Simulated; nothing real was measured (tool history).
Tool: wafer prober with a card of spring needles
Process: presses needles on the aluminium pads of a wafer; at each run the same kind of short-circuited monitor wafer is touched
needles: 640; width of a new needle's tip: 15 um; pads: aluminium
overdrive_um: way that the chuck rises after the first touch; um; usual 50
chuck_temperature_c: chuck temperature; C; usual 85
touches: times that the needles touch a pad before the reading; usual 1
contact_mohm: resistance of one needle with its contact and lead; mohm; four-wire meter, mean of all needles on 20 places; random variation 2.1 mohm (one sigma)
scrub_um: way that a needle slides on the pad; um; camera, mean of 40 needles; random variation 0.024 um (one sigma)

run	hour	overdrive_um	chuck_temperature_c	touches	contact_mohm	scrub_um
1	0	50	85	1	226	11.04
# hour 14.3: tips cleaned on abrasive film
2	19.5	50	85	1	225	11.01
# hour 36.7: tips cleaned on abrasive film
3	38.8	50	85	1	229	11.02
4	57.3	50	85	1	228	11.04
# hour 58.4: tips cleaned on abrasive film
# hour 71.1: height of the first contact set anew
5	74.5	50	85	1	231	10.98
# hour 80.7: tips cleaned on abrasive film
6	87.7	53	85	1	228	11.72
# hour 102.6: tips cleaned on abrasive film
7	106.4	50	85	1	228	10.99
8	115.7	50	85	1	229	11
# hour 124.3: tips cleaned on abrasive film
9	136.5	48	85	1	232	10.53
# hour 145.5: tips cleaned on abrasive film
10	154.3	43	29	1	217	9.41

Forecast run 11:
# hour 166.5: tips cleaned on abrasive film
11	167.9	43	29	1	?	?

Run 11 gave contact_mohm 217 mohm, scrub_um 9.4 um.
Without the tool's hidden state the same run would have given contact_mohm 217 mohm, scrub_um 9.48 um.
